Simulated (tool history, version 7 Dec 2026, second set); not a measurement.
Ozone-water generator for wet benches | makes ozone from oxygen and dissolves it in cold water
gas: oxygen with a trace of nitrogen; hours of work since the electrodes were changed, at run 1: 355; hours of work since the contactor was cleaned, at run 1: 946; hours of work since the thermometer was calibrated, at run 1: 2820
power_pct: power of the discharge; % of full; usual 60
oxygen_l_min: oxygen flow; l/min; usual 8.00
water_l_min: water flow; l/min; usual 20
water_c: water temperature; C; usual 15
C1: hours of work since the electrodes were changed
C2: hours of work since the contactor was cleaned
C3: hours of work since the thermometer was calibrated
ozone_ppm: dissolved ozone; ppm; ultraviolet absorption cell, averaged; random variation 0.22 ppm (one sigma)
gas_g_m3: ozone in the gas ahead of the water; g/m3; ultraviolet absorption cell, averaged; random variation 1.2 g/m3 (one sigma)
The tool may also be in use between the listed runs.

{"run": 1, "hour": 0.0, "power_pct": 60, "oxygen_l_min": 8.0, "water_l_min": 20, "water_c": 15, "C1": 355, "C2": 946, "C3": 2820, "ozone_ppm": 32.9, "gas_g_m3": 219.2}
{"run": 2, "hour": 14.0, "power_pct": 60, "oxygen_l_min": 7.68, "water_l_min": 20, "water_c": 15, "C1": 366, "C2": 957, "C3": 2831, "ozone_ppm": 32.5, "gas_g_m3": 225.4}
{"run": 3, "hour": 27.5, "power_pct": 60, "oxygen_l_min": 7.68, "water_l_min": 20, "water_c": 15, "C1": 376, "C2": 968, "C3": 2842, "ozone_ppm": 32.5, "gas_g_m3": 225.1}
{"run": 4, "hour": 52.6, "power_pct": 51, "oxygen_l_min": 8.0, "water_l_min": 20, "water_c": 15, "C1": 396, "C2": 988, "C3": 2861, "ozone_ppm": 28.8, "gas_g_m3": 193.6}
{"run": 5, "hour": 77.1, "power_pct": 51, "oxygen_l_min": 8.0, "water_l_min": 20, "water_c": 15, "C1": 415, "C2": 1007, "C3": 2881, "ozone_ppm": 28.7, "gas_g_m3": 194.0}
{"run": 6, "hour": 99.2, "power_pct": 60, "oxygen_l_min": 8.0, "water_l_min": 20, "water_c": 9, "C1": 433, "C2": 1025, "C3": 2898, "ozone_ppm": 36.2, "gas_g_m3": 219.3}
{"run": 7, "hour": 130.1, "power_pct": 60, "oxygen_l_min": 8.0, "water_l_min": 20, "water_c": 9, "C1": 457, "C2": 1049, "C3": 2923, "ozone_ppm": 36.1, "gas_g_m3": 219.4}
{"run": 8, "hour": 152.4, "power_pct": 60, "oxygen_l_min": 8.0, "water_l_min": 20, "water_c": 9, "C1": 475, "C2": 1067, "C3": 2940, "ozone_ppm": 36.0, "gas_g_m3": 219.3}
{"run": 9, "hour": 175.4, "power_pct": 60, "oxygen_l_min": 8.0, "water_l_min": 20, "water_c": 15, "C1": 493, "C2": 1085, "C3": 2958, "ozone_ppm": 32.8, "gas_g_m3": 220.0}
{"run": 10, "hour": 193.2, "power_pct": 60, "oxygen_l_min": 8.0, "water_l_min": 20, "water_c": 15, "C1": 507, "C2": 1099, "C3": 2972, "ozone_ppm": 32.8, "gas_g_m3": 220.3}
{"run": 11, "hour": 209.8, "power_pct": 60, "oxygen_l_min": 8.0, "water_l_min": 20, "water_c": 15, "C1": 520, "C2": 1112, "C3": 2985, "ozone_ppm": 32.8, "gas_g_m3": 217.8}
{"hour": 227.2, "done": "water thermometer calibrated"}
{"run": 12, "hour": 230.2, "power_pct": 60, "oxygen_l_min": 8.0, "water_l_min": 20, "water_c": 19, "C1": 536, "C2": 1128, "C3": 2, "ozone_ppm": 30.5, "gas_g_m3": 219.7}
{"run": 13, "hour": 248.1, "power_pct": 60, "oxygen_l_min": 8.0, "water_l_min": 20, "water_c": 19, "C1": 550, "C2": 1142, "C3": 16, "ozone_ppm": 30.6, "gas_g_m3": 219.5}
{"run": 14, "hour": 278.4, "power_pct": 74, "oxygen_l_min": 4.49, "water_l_min": 21, "water_c": 11, "C1": 574, "C2": 1166, "C3": 40, "ozone_ppm": 35.9, "gas_g_m3": 331.5}
{"run": 15, "hour": 298.8, "power_pct": 90, "oxygen_l_min": 8.0, "water_l_min": 21, "water_c": 22, "C1": 590, "C2": 1182, "C3": 57, "ozone_ppm": 37.7, "gas_g_m3": 302.5}

Run 16 comes next. What will it give?
{"run": 16, "hour": 329.9, "power_pct": 90, "oxygen_l_min": 8.0, "water_l_min": 21, "water_c": 22, "C1": 615, "C2": 1206, "C3": 81, "ozone_ppm": "?", "gas_g_m3": "?"}

ozone_ppm: 38.4 ppm
gas_g_m3: 301.5 g/m3
Without the tool's hidden state the same run would have given ozone_ppm 39.3 ppm, gas_g_m3 305.7 g/m3.
